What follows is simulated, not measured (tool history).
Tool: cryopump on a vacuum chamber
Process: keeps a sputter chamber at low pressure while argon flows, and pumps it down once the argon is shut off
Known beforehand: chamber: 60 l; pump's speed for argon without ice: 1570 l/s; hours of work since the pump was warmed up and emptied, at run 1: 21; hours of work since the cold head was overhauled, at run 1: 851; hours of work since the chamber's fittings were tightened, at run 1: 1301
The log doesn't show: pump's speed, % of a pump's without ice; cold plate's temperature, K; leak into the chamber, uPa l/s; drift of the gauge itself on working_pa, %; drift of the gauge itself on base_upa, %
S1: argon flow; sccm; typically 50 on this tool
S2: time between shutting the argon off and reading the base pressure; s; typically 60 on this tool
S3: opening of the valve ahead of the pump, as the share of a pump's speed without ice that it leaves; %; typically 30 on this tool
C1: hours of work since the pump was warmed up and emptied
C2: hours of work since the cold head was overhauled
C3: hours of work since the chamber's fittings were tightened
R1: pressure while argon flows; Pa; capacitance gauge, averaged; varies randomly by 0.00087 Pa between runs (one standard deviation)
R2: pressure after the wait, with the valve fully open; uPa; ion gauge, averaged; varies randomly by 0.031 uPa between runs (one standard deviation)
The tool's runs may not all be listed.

{"run": 1, "hour": 0.0, "S1": 50, "S2": 60, "S3": 30, "C1": 21, "C2": 851, "C3": 1301, "R1": 0.1802, "R2": 1.87}
{"run": 2, "hour": 61.9, "S1": 50, "S2": 60, "S3": 30, "C1": 61, "C2": 892, "C3": 1342, "R1": 0.1806, "R2": 1.99}
{"run": 3, "hour": 104.4, "S1": 50, "S2": 60, "S3": 30, "C1": 90, "C2": 920, "C3": 1370, "R1": 0.1812, "R2": 1.94}
{"run": 4, "hour": 154.1, "S1": 50, "S2": 60, "S3": 30, "C1": 122, "C2": 953, "C3": 1403, "R1": 0.1822, "R2": 1.93}
{"run": 5, "hour": 201.6, "S1": 50, "S2": 43, "S3": 30, "C1": 153, "C2": 984, "C3": 1434, "R1": 0.1834, "R2": 2.54}
{"run": 6, "hour": 243.3, "S1": 91, "S2": 43, "S3": 30, "C1": 181, "C2": 1012, "C3": 1461, "R1": 0.335, "R2": 2.6}
{"run": 7, "hour": 280.9, "S1": 91, "S2": 43, "S3": 28, "C1": 206, "C2": 1036, "C3": 1486, "R1": 0.3589, "R2": 2.61}
{"run": 8, "hour": 331.7, "S1": 91, "S2": 43, "S3": 28, "C1": 239, "C2": 1070, "C3": 1520, "R1": 0.3572, "R2": 2.59}
{"run": 9, "hour": 386.9, "S1": 91, "S2": 43, "S3": 28, "C1": 276, "C2": 1106, "C3": 1556, "R1": 0.3599, "R2": 2.56}
{"run": 10, "hour": 418.4, "S1": 91, "S2": 43, "S3": 28, "C1": 296, "C2": 1127, "C3": 1577, "R1": 0.3624, "R2": 2.63}
{"run": 11, "hour": 450.6, "S1": 91, "S2": 43, "S3": 28, "C1": 318, "C2": 1148, "C3": 1598, "R1": 0.364, "R2": 2.59}
{"run": 12, "hour": 506.8, "S1": 91, "S2": 43, "S3": 28, "C1": 355, "C2": 1185, "C3": 1635, "R1": 0.3654, "R2": 2.79}
{"run": 13, "hour": 553.9, "S1": 91, "S2": 43, "S3": 28, "C1": 386, "C2": 1216, "C3": 1666, "R1": 0.3667, "R2": 2.74}
{"run": 14, "hour": 610.9, "S1": 50, "S2": 31, "S3": 50, "C1": 423, "C2": 1254, "C3": 1703, "R1": 0.1169, "R2": 3.54}

What would each run have given without the hidden state, its run-to-run variation left as it was?
run=1 R1=0.1795 R2=1.55
run=2 R1=0.1791 R2=1.65
run=3 R1=0.1792 R2=1.58
run=4 R1=0.1795 R2=1.56
run=5 R1=0.1799 R2=2.15
run=6 R1=0.3275 R2=2.20
run=7 R1=0.3505 R2=2.19
run=8 R1=0.3476 R2=2.17
run=9 R1=0.3487 R2=2.13
run=10 R1=0.3503 R2=2.17
run=11 R1=0.3510 R2=2.13
run=12 R1=0.3509 R2=2.28
run=13 R1=0.3507 R2=2.22
run=14 R1=0.1073 R2=3.00
